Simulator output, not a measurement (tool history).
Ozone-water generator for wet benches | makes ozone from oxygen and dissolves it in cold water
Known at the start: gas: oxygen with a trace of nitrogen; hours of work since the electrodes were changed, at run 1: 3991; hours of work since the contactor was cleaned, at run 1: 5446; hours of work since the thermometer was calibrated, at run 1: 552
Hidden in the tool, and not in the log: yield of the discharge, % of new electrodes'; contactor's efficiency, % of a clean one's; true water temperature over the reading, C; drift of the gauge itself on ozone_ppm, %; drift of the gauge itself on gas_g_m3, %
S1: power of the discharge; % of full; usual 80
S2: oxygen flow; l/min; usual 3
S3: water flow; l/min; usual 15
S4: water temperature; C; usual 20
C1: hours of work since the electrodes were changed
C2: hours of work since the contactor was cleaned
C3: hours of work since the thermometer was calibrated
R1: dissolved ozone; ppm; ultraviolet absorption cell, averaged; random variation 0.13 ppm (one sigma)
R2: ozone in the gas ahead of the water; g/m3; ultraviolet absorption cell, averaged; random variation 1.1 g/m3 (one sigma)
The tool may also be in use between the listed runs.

Run 1, day 0: usual settings; C1 3991; C2 5446; C3 552. Result: R1 12.4 ppm, R2 175.5 g/m3.
Run 2, day 5.967: usual settings; C1 4108; C2 5563; C3 669. Result: R1 12.4 ppm, R2 173.6 g/m3.
Run 3, day 12.892: usual settings but S1 86 % of full; C1 4244; C2 5699; C3 805. Result: R1 12.9 ppm, R2 182.8 g/m3.
Run 4, day 20.767: usual settings but S2 2.72 l/min; C1 4398; C2 5853; C3 960. Result: R1 12.2 ppm, R2 184.7 g/m3.
Run 5, day 25.662: usual settings but S2 2.72 l/min; C1 4494; C2 5950; C3 1056. Result: R1 12.3 ppm, R2 185 g/m3.
Run 6, day 30.283: usual settings but S2 2.72 l/min; C1 4585; C2 6040; C3 1147. Result: R1 12.1 ppm, R2 181.4 g/m3.
At day 35.208: contactor cleaned.
Run 7, day 35.238: usual settings but S2 2.72 l/min; C1 4679; C2 1; C3 1241. Result: R1 12.6 ppm, R2 182.2 g/m3.
Run 8, day 39.833: usual settings but S2 2.72 l/min; C1 4769; C2 91; C3 1331. Result: R1 12.7 ppm, R2 182.1 g/m3.
Run 9, day 44.012: usual settings but S4 14 C; C1 4852; C2 173; C3 1413. Result: R1 13.5 ppm, R2 171.8 g/m3.
At day 44.646: water thermometer calibrated.
Run 10, day 52.254: usual settings but S4 14 C; C1 5013; C2 334; C3 149. Result: R1 13.8 ppm, R2 171.2 g/m3.
Run 11, day 57.067: usual settings but S4 14 C; C1 5107; C2 429; C3 244. Result: R1 13.9 ppm, R2 171.3 g/m3.
At day 65.262: water thermometer calibrated, once more.
Run 12, day 65.529: usual settings but S4 14 C; C1 5273; C2 594; C3 5. Result: R1 13.5 ppm, R2 171.6 g/m3.
Run 13, day 73.138: usual settings but S1 98 % of full; C1 5423; C2 744; C3 155. Result: R1 14.3 ppm, R2 192.1 g/m3.
Run 14, day 79.062: usual settings; C1 5539; C2 860; C3 271. Result: R1 12.5 ppm, R2 169.2 g/m3.
Run 15, day 86.112: usual settings; C1 5677; C2 999; C3 409. Result: R1 12.2 ppm, R2 168.9 g/m3.
Run 16, day 94.05: usual settings but S2 3.07 l/min; C1 5833; C2 1154; C3 565. Result: R1 12.2 ppm, R2 164.3 g/m3.
Run 17, day 100.029: usual settings but S3 10 l/min; C1 5951; C2 1272; C3 683. Result: R1 17 ppm, R2 166.8 g/m3.
Run 18, day 104.929: usual settings but S3 10 l/min; C1 6047; C2 1368; C3 779. Result: R1 17.2 ppm, R2 164.1 g/m3.
Run 19, day 112.017: usual settings but S1 48 % of full, S2 3.63 l/min, S3 14 l/min, S4 26 C; C1 6186; C2 1507; C3 918. Result: R1 8.5 ppm, R2 109.7 g/m3.
Run 20, day 118.65: usual settings but S1 43 % of full, S2 4.23 l/min, S3 16 l/min, S4 12 C; C1 6316; C2 1637; C3 1048. Result: R1 8.7 ppm, R2 93.8 g/m3.
Run 21, day 124.846: usual settings but S3 12 l/min, S4 23 C; C1 6438; C2 1759; C3 1170. Result: R1 14.1 ppm, R2 162.5 g/m3.
Run 22, day 131.708: usual settings but S1 56 % of full, S2 5.08 l/min, S3 12 l/min, S4 23 C; C1 6573; C2 1894; C3 1305. Result: R1 10.7 ppm, R2 99 g/m3.
Run 23, day 137.742: usual settings but S1 56 % of full, S2 5.08 l/min, S3 12 l/min, S4 18 C; C1 6691; C2 2012; C3 1423. Result: R1 11.7 ppm, R2 98.1 g/m3.
Run 24, day 141.804: usual settings but S1 56 % of full, S2 2.91 l/min, S3 21 l/min, S4 22 C; C1 6771; C2 2092; C3 1503. Result: R1 6.7 ppm, R2 132.3 g/m3.
Run 25, day 149.204: usual settings but S1 56 % of full, S2 2.91 l/min, S3 21 l/min, S4 22 C; C1 6916; C2 2237; C3 1648. Result: R1 6.6 ppm, R2 130.9 g/m3.
Run 26, day 154.175: usual settings but S1 56 % of full, S2 2.91 l/min, S3 21 l/min, S4 22 C; C1 7014; C2 2335; C3 1746. Result: R1 6.7 ppm, R2 133 g/m3.
Run 27, day 158.696: usual settings but S1 47 % of full, S2 1.53 l/min, S3 17 l/min, S4 26 C; C1 7102; C2 2424; C3 1834. Result: R1 6.3 ppm, R2 166 g/m3.
Run 28, day 164.312: usual settings but S1 96 % of full, S2 2.93 l/min, S3 22 l/min, S4 17 C; C1 7213; C2 2534; C3 1945. Result: R1 9.1 ppm, R2 180.9 g/m3.
Run 29, day 170.312: usual settings but S4 14 C; C1 7330; C2 2652; C3 2062. Result: R1 12.2 ppm, R2 159.5 g/m3.
Run 30, day 177.338: usual settings but S3 13 l/min, S4 14 C; C1 7468; C2 2790; C3 2200. Result: R1 13.6 ppm, R2 157.6 g/m3.
Run 31, day 182.462: usual settings but S3 13 l/min, S4 14 C; C1 7569; C2 2890; C3 2301. Result: R1 14.1 ppm, R2 157.5 g/m3.
Run 32, day 188.571: usual settings but S1 61 % of full, S2 2.37 l/min, S3 10 l/min, S4 18 C; C1 7689; C2 3010; C3 2421. Result: R1 14 ppm, R2 151.5 g/m3.
Run 33, day 193.138: usual settings but S1 61 % of full, S2 5.24 l/min, S3 10 l/min, S4 21 C; C1 7779; C2 3100; C3 2511. Result: R1 12.5 ppm, R2 99.2 g/m3.

Forecast each of these 4 alternatives for the next run:
Run A, day 201.417: usual settings but S1 61 % of full, S2 5.24 l/min, S3 10 l/min, S4 15 C; C1 7941; C2 3262; C3 2673. Result: R1 ?, R2 ?.
Run B, day 201.417: usual settings but S1 44 % of full, S3 18 l/min, S4 27 C; C1 7941; C2 3262; C3 2673. Result: R1 ?, R2 ?.
Run C, day 201.417: usual settings but S1 61 % of full, S2 3.6 l/min, S3 22 l/min, S4 17 C; C1 7941; C2 3262; C3 2673. Result: R1 ?, R2 ?.
Run D, day 201.417: usual settings but S1 61 % of full, S2 3.09 l/min, S3 10 l/min, S4 16 C; C1 7941; C2 3262; C3 2673. Result: R1 ?, R2 ?.

run    R1     R2
  A    14   98.5
  B   6.4  109.9
  C   7.1  120.6
  D  14.6  129.9
Without the tool's hidden state the same runs would have given:
run    R1     R2
  A  17.8  121.8
  B   7.7  129.3
  C   9.1  149.2
  D  18.5  160.8
